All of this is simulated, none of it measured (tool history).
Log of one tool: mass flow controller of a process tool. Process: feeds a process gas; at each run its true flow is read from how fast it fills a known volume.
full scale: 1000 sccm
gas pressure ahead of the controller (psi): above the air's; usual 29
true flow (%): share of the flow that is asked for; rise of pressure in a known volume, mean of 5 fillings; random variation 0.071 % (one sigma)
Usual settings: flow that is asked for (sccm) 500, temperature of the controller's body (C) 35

| run | hour | flow that is asked for (sccm) | gas pressure ahead of the controller (psi) | temperature of the controller's body (C) | true flow (%) |
|---|---|---|---|---|---|
| 1 | 0 | 500 | 29 | 35 | 99.97 |
| 2 | 235.1 | 500 | 29 | 35 | 100.01 |
| 3 | 381.7 | 500 | 29 | 35 | 99.93 |
| 4 | 489.9 | 500 | 20.5 | 35 | 99.69 |
| 5 | 719.1 | 500 | 20.5 | 35 | 99.66 |
| 6 | 917.3 | 500 | 26.7 | 35 | 99.9 |
| 7 | 1146.9 | 500 | 29 | 35 | 99.84 |
| 8 | 1277.7 | 500 | 29 | 35 | 99.9 |
| 9 | 1440.1 | 500 | 29 | 35 | 100.04 |
| 10 | 1641.3 | 500 | 29 | 23 | 99.47 |
| 11 | 1834.9 | 500 | 29 | 23 | 99.58 |
| 12 | 1964.7 | 500 | 29 | 23 | 99.58 |
| 13 | 2101 | 500 | 29 | 23 | 99.57 |
| 14 | 2284.6 | 500 | 29 | 23 | 99.53 |
| 15 | 2392.9 | 500 | 29 | 23 | 99.55 |
| 16 | 2588.1 | 345 | 29 | 35 | 99.85 |
| 17 | 2734 | 345 | 29 | 35 | 99.83 |
| 18 | 2965.2 | 345 | 29 | 35 | 99.98 |
| 19 | 3089.3 | 345 | 29 | 35 | 99.76 |
| 20 | 3296.3 | 345 | 29 | 35 | 99.81 |
| 21 | 3521.6 | 345 | 29 | 35 | 99.84 |
| 22 | 3683.8 | 345 | 29 | 35 | 99.86 |
| 23 | 3911.6 | 500 | 32.5 | 35 | 100.12 |
| 24 | 4112.8 | 500 | 32.5 | 35 | 100.15 |
| 25 | 4362.5 | 500 | 32.5 | 35 | 100.23 |
| 26 | 4627.7 | 528 | 20.7 | 38 | 99.88 |
| 27 | 4817.5 | 500 | 25.4 | 35 | 99.76 |
| 28 | 5041.6 | 500 | 29.4 | 35 | 99.99 |
| 29 | 5150.7 | 500 | 29.4 | 35 | 100.06 |
| 30 | 5269 | 500 | 29.4 | 35 | 100.14 |
| 31 | 5516.8 | 500 | 29 | 25 | 99.57 |
| 32 | 5698.7 | 500 | 29 | 25 | 99.71 |
| 33 | 5924.6 | 563 | 29 | 33 | 99.87 |
| 34 | 6187 | 821 | 23.1 | 33 | 99.84 |
| 35 | 6426.1 | 514 | 30.7 | 35 | 100.13 |
| 36 | 6577.4 | 249 | 23.4 | 36 | 99.59 |
| 37 | 6715.4 | 249 | 23.4 | 36 | 99.56 |
| 38 | 6935 | 490 | 28.6 | 25 | 99.49 |
| 39 | 7115.4 | 311 | 22.8 | 35 | 99.68 |
| 40 | 7372.6 | 970 | 32.1 | 35 | 100.33 |
| 41 | 7505.8 | 970 | 32.1 | 35 | 100.44 |
| 42 | 7656.2 | 633 | 31.9 | 35 | 100.11 |
| 43 | 7865 | 500 | 24.4 | 32 | 99.65 |
| 44 | 8116.2 | 125 | 31 | 36 | 99.74 |
| 45 | 8296.4 | 404 | 27.1 | 20 | 99.37 |
| 46 | 8547.7 | 500 | 29 | 25 | 99.58 |
| 47 | 8714 | 500 | 36.8 | 35 | 100.19 |

Forecast each of these 5 alternatives for the next run:
| A | 8835.7 | 500 | 26.1 | 29 | ? |
| B | 8835.7 | 500 | 20.5 | 36 | ? |
| C | 8835.7 | 132 | 28.3 | 22 | ? |
| D | 8835.7 | 268 | 27.7 | 35 | ? |
| E | 8835.7 | 314 | 29 | 27 | ? |

| run | true flow (%) |
|---|---|
| A | 99.7 |
| B | 99.65 |
| C | 99.19 |
| D | 99.86 |
| E | 99.71 |
Without the tool's hidden state the same runs would have given:
| run | true flow (%) |
|---|---|
| A | 99.72 |
| B | 99.67 |
| C | 99.23 |
| D | 99.89 |
| E | 99.74 |
